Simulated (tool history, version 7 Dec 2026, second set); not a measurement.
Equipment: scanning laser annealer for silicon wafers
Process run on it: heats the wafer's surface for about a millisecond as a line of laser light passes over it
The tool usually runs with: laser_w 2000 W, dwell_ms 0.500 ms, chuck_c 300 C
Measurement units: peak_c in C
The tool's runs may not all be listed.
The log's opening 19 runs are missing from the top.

run   hour  laser_w  dwell_ms  chuck_c  hours of work since the window was cleaned  hours of work since the power meter was calibrated  hours of work since the optics were aligned  peak_c
     341.2  -- optics aligned, line set to its width, once more
 20  346.8     2000     0.500      300                                         426                                                 208                                            3    1133
 21  359.9     2000     0.500      300                                         432                                                 214                                            9    1131
 22  380.8     2000     0.448      305                                         442                                                 224                                           19    1089
 23  394.3     2000     0.448      305                                         449                                                 231                                           26    1088
 24  414.4     1985     0.577      316                                         459                                                 240                                           36    1208
 25  429.1     1985     0.439      337                                         466                                                 248                                           43    1106
 26  444.7     1978     0.500      313                                         473                                                 255                                           50    1132
 27  464.8     2000     0.613      267                                         483                                                 265                                           60    1200
 28  482.2     2000     0.500      287                                         491                                                 273                                           68    1117
 29  493.6     1784     0.486      329                                         497                                                 279                                           74    1030
 30  508.0     1997     0.486      329                                         504                                                 286                                           81    1144
 31  521.5     2000     0.386      321                                         511                                                 292                                           88    1035
 32  534.5     2009     0.500      300                                         517                                                 299                                           94    1134
 33  552.6     2009     0.607      300                                         526                                                 308                                          103    1233
 34  564.2     2009     0.607      300                                         531                                                 313                                          108    1231
 35  584.6     2009     0.607      300                                         541                                                 323                                          118    1230
 36  596.3     2009     0.607      300                                         547                                                 329                                          124    1228
 37  621.1     2000     0.500      268                                         559                                                 341                                          136    1093
 38  635.0     1910     0.595      288                                         566                                                 348                                          143    1146
 39  657.9     1860     0.595      268                                         577                                                 359                                          154    1094
 40  681.2     1860     0.595      268                                         588                                                 370                                          165    1094

Here are 4 independent what-if runs from the current tool condition. What would each one return?
  A  708.2     2000     0.421      300                                         601                                                 383                                          178       ?
  B  708.2     1749     0.534      268                                         601                                                 383                                          178       ?
  C  708.2     1957     0.500      304                                         601                                                 383                                          178       ?
  D  708.2     1860     0.491      268                                         601                                                 383                                          178       ?

run  peak_c
  A    1047
  B     981
  C    1108
  D    1006
Without the tool's unlogged condition, the same runs would have read:
run  peak_c
  A    1070
  B    1003
  C    1133
  D    1029
